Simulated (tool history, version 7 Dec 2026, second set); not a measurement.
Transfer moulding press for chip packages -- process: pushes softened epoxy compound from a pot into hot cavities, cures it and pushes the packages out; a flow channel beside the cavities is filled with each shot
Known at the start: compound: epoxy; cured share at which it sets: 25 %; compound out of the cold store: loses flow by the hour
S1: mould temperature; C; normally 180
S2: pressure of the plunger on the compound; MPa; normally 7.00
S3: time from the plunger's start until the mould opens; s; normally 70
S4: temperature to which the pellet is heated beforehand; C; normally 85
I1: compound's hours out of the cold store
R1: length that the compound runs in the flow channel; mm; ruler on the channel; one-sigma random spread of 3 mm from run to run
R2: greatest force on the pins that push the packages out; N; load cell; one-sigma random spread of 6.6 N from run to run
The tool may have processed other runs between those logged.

| run | hour | S1 | S2 | S3 | S4 | I1 | R1 | R2 |
|---|---|---|---|---|---|---|---|---|
| 1 | 0.0 | 180 | 7.00 | 70 | 85 | 22.6 | 784 | 366 |
|  | 14.8 | cavities cleaned with cleaning compound and waxed |
|  | 45.8 | cavities cleaned with cleaning compound and waxed |
| 2 | 51.5 | 180 | 7.00 | 70 | 85 | 41.4 | 719 | 306 |
|  | 79.0 | cavities cleaned with cleaning compound and waxed |
|  | 110.2 | cavities cleaned with cleaning compound and waxed |
| 3 | 117.3 | 180 | 7.00 | 66 | 85 | 35.4 | 721 | 377 |
|  | 146.7 | plunger's sealing rings changed |
|  | 148.2 | cavities cleaned with cleaning compound and waxed |
|  | 160.4 | mould's thermocouples calibrated |
| 4 | 160.4 | 180 | 7.00 | 66 | 85 | 22.5 | 787 | 361 |
|  | 183.9 | cavities cleaned with cleaning compound and waxed |
| 5 | 198.8 | 180 | 7.00 | 66 | 85 | 44.4 | 712 | 367 |
|  | 214.7 | cavities cleaned with cleaning compound and waxed |
|  | 245.2 | cavities cleaned with cleaning compound and waxed |
| 6 | 245.2 | 180 | 7.00 | 66 | 85 | 27.5 | 757 | 330 |
|  | 277.0 | cavities cleaned with cleaning compound and waxed, once more |
| 7 | 282.6 | 180 | 7.00 | 66 | 85 | 46.0 | 690 | 337 |
|  | 307.4 | cavities cleaned with cleaning compound and waxed |
|  | 329.3 | plunger's sealing rings changed |
| 8 | 330.7 | 180 | 6.09 | 66 | 85 | 11.0 | 781 | 438 |
|  | 342.1 | cavities cleaned with cleaning compound and waxed |
|  | 374.9 | cavities cleaned with cleaning compound and waxed |
| 9 | 384.9 | 186 | 6.09 | 66 | 85 | 10.4 | 762 | 257 |
|  | 408.1 | cavities cleaned with cleaning compound and waxed |
|  | 439.6 | cavities cleaned with cleaning compound and waxed |
| 10 | 450.0 | 180 | 7.00 | 62 | 85 | 22.9 | 777 | 463 |
|  | 470.5 | cavities cleaned with cleaning compound and waxed |
| 11 | 499.1 | 180 | 7.00 | 79 | 85 | 16.3 | 786 | 313 |
|  | 505.9 | plunger's sealing rings changed |
|  | 507.4 | cavities cleaned with cleaning compound and waxed |
|  | 540.4 | cavities cleaned with cleaning compound and waxed |
| 12 | 554.6 | 180 | 7.00 | 79 | 85 | 27.8 | 771 | 270 |
|  | 571.0 | cavities cleaned with cleaning compound and waxed |
| 13 | 589.8 | 180 | 7.00 | 60 | 85 | 17.1 | 796 | 563 |
|  | 603.8 | cavities cleaned with cleaning compound and waxed |
|  | 638.1 | cavities cleaned with cleaning compound and waxed |
| 14 | 647.6 | 180 | 8.38 | 70 | 90 | 10.2 | 889 | 332 |
|  | 670.9 | cavities cleaned with cleaning compound and waxed |
|  | 686.2 | plunger's sealing rings changed |
| 15 | 687.0 | 180 | 8.38 | 70 | 90 | 19.2 | 882 | 341 |
|  | 704.3 | cavities cleaned with cleaning compound and waxed |
| 16 | 719.7 | 180 | 8.38 | 70 | 90 | 13.3 | 898 | 339 |
|  | 734.6 | cavities cleaned with cleaning compound and waxed |
| 17 | 756.9 | 180 | 7.00 | 62 | 85 | 28.8 | 755 | 497 |
|  | 768.9 | cavities cleaned with cleaning compound and waxed |
|  | 801.6 | cavities cleaned with cleaning compound and waxed |
| 18 | 809.4 | 180 | 7.00 | 62 | 85 | 45.3 | 692 | 408 |
|  | 832.2 | cavities cleaned with cleaning compound and waxed |
|  | 864.0 | plunger's sealing rings changed |
|  | 865.5 | cavities cleaned with cleaning compound and waxed |
| 19 | 876.9 | 178 | 8.65 | 80 | 79 | 25.1 | 874 | 287 |
|  | 897.1 | cavities cleaned with cleaning compound and waxed |
| 20 | 905.4 | 178 | 8.65 | 80 | 79 | 24.9 | 878 | 283 |
|  | 930.1 | cavities cleaned with cleaning compound and waxed |
| 21 | 936.9 | 187 | 7.00 | 70 | 85 | 11.8 | 802 | 237 |
|  | 961.8 | cavities cleaned with cleaning compound and waxed |
|  | 994.0 | cavities cleaned with cleaning compound and waxed |
| 22 | 1001.1 | 180 | 8.19 | 83 | 87 | 15.9 | 860 | 244 |
|  | 1024.2 | cavities cleaned with cleaning compound and waxed |
|  | 1043.8 | plunger's sealing rings changed |
|  | 1056.9 | cavities cleaned with cleaning compound and waxed |
| 23 | 1061.7 | 173 | 8.65 | 50 | 87 | 31.0 | 870 | 916 |
|  | 1088.9 | cavities cleaned with cleaning compound and waxed |
|  | 1123.8 | cavities cleaned with cleaning compound and waxed |
| 24 | 1127.2 | 180 | 6.31 | 87 | 81 | 14.9 | 772 | 210 |
|  | 1154.9 | cavities cleaned with cleaning compound and waxed |
| 25 | 1156.5 | 180 | 6.31 | 87 | 81 | 20.8 | 747 | 212 |

3 ways to go on from here, each from the tool as it stands after run 25. What would each give?
|  | 1186.6 | cavities cleaned with cleaning compound and waxed |
| A | 1211.8 | 187 | 5.38 | 70 | 93 | 15.8 | ? | ? |
|  | 1186.6 | cavities cleaned with cleaning compound and waxed |
| B | 1211.8 | 180 | 6.31 | 76 | 81 | 25.7 | ? | ? |
|  | 1186.6 | cavities cleaned with cleaning compound and waxed |
| C | 1211.8 | 183 | 5.85 | 70 | 84 | 33.4 | ? | ? |

| run | R1 | R2 |
|---|---|---|
| A | 676 | 263 |
| B | 714 | 336 |
| C | 662 | 318 |
With no hidden state in the tool, these same runs would have given:
| run | R1 | R2 |
|---|---|---|
| A | 702 | 181 |
| B | 740 | 231 |
| C | 687 | 219 |
